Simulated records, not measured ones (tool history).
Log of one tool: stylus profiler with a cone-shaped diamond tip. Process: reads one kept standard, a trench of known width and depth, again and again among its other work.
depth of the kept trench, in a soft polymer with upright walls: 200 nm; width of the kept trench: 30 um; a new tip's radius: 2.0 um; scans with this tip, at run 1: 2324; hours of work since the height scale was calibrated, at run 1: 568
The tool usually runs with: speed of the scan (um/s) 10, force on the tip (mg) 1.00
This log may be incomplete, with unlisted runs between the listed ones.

run	hour	speed of the scan (um/s)	force on the tip (mg)	scans with this tip	hours of work since the height scale was calibrated	depth of the trench (Å)	width of the trench's floor (nm)
1	0.0	10	1.00	2324	568	2007.6	28150
2	51.7	10	1.00	2421	592	2007.7	28150
3	92.5	10	1.00	2498	610	2006.2	28180
4	125.9	10	0.51	2561	626	2004.8	28120
5	176.2	10	2.08	2656	649	2012.3	28140
6	209.0	10	0.86	2718	664	2007.4	28210
7	234.0	10	1.22	2765	676	2007.9	28180
8	282.1	10	1.22	2856	698	2008.1	28200
9	323.9	4	1.43	2935	717	2010.3	28200
10	349.4	4	0.52	2983	729	2005.0	28230
11	394.6	4	0.52	3068	750	2004.8	28220
12	423.3	4	0.52	3122	763	2003.9	28180

The next listed run, before its measurement:
13	478.3	34	1.40	3226	788	?	?

depth of the trench (Å): 2009.8
width of the trench's floor (nm): 28020
The same run, on a tool lacking any hidden state, would have yielded depth of the trench (Å) 2009.7, width of the trench's floor (nm) 28030.
